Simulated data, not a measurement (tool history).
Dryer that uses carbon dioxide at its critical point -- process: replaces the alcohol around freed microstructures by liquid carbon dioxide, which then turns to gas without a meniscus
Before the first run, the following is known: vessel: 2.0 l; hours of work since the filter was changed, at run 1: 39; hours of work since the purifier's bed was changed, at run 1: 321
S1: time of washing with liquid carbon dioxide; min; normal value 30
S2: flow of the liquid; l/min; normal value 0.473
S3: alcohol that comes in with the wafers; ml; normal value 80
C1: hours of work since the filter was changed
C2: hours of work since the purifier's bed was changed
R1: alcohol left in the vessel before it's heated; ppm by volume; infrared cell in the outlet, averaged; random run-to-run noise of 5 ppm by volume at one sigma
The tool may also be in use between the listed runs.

{"run": 1, "hour": 0.0, "S1": 30, "S2": 0.473, "S3": 80, "C1": 39, "C2": 321, "R1": 116}
{"run": 2, "hour": 27.6, "S1": 30, "S2": 0.473, "S3": 80, "C1": 58, "C2": 340, "R1": 124}
{"run": 3, "hour": 55.4, "S1": 30, "S2": 0.304, "S3": 80, "C1": 77, "C2": 359, "R1": 742}
{"run": 4, "hour": 97.9, "S1": 30, "S2": 0.304, "S3": 80, "C1": 107, "C2": 388, "R1": 817}
{"run": 5, "hour": 136.8, "S1": 30, "S2": 0.473, "S3": 80, "C1": 133, "C2": 415, "R1": 156}
{"run": 6, "hour": 182.2, "S1": 30, "S2": 0.473, "S3": 69, "C1": 165, "C2": 446, "R1": 161}
{"run": 7, "hour": 214.5, "S1": 28, "S2": 0.473, "S3": 80, "C1": 187, "C2": 468, "R1": 241}
{"run": 8, "hour": 239.0, "S1": 28, "S2": 0.473, "S3": 80, "C1": 204, "C2": 485, "R1": 271}
{"hour": 257.1, "done": "inlet filter changed"}
{"run": 9, "hour": 288.3, "S1": 30, "S2": 0.706, "S3": 80, "C1": 22, "C2": 519, "R1": 96}
{"run": 10, "hour": 338.9, "S1": 43, "S2": 0.706, "S3": 80, "C1": 56, "C2": 554, "R1": 90}
{"run": 11, "hour": 388.5, "S1": 30, "S2": 0.351, "S3": 80, "C1": 91, "C2": 588, "R1": 478}
{"run": 12, "hour": 416.7, "S1": 30, "S2": 0.351, "S3": 80, "C1": 110, "C2": 607, "R1": 500}
{"run": 13, "hour": 457.8, "S1": 30, "S2": 0.351, "S3": 80, "C1": 138, "C2": 636, "R1": 593}
{"run": 14, "hour": 505.6, "S1": 30, "S2": 0.351, "S3": 80, "C1": 171, "C2": 669, "R1": 642}
{"run": 15, "hour": 557.7, "S1": 22, "S2": 0.634, "S3": 20, "C1": 207, "C2": 705, "R1": 142}
{"hour": 571.9, "done": "inlet filter changed"}
{"run": 16, "hour": 591.7, "S1": 25, "S2": 0.362, "S3": 75, "C1": 14, "C2": 727, "R1": 673}
{"run": 17, "hour": 629.9, "S1": 25, "S2": 0.362, "S3": 75, "C1": 40, "C2": 754, "R1": 722}
{"run": 18, "hour": 676.5, "S1": 29, "S2": 0.387, "S3": 30, "C1": 72, "C2": 786, "R1": 229}
{"run": 19, "hour": 727.5, "S1": 29, "S2": 0.387, "S3": 30, "C1": 107, "C2": 821, "R1": 260}
{"run": 20, "hour": 760.4, "S1": 29, "S2": 0.387, "S3": 30, "C1": 130, "C2": 844, "R1": 259}
{"run": 21, "hour": 812.3, "S1": 43, "S2": 0.473, "S3": 80, "C1": 166, "C2": 880, "R1": 153}
{"run": 22, "hour": 846.7, "S1": 43, "S2": 0.473, "S3": 76, "C1": 190, "C2": 903, "R1": 160}
{"hour": 862.1, "done": "purifier's bed changed"}
{"run": 23, "hour": 878.8, "S1": 44, "S2": 0.36, "S3": 47, "C1": 210, "C2": 12, "R1": 58}
{"hour": 887.6, "done": "inlet filter changed"}
{"run": 24, "hour": 907.4, "S1": 28, "S2": 0.473, "S3": 22, "C1": 14, "C2": 31, "R1": 23}
{"run": 25, "hour": 942.2, "S1": 28, "S2": 0.473, "S3": 22, "C1": 38, "C2": 55, "R1": 30}
{"run": 26, "hour": 989.1, "S1": 28, "S2": 0.473, "S3": 22, "C1": 70, "C2": 87, "R1": 47}

Run 27 comes next. What will it give?
{"run": 27, "hour": 1033.9, "S1": 40, "S2": 0.701, "S3": 45, "C1": 101, "C2": 118, "R1": "?"}

R1: 24 ppm by volume
With no hidden state in the tool, this same run would have given R1 4 ppm by volume.
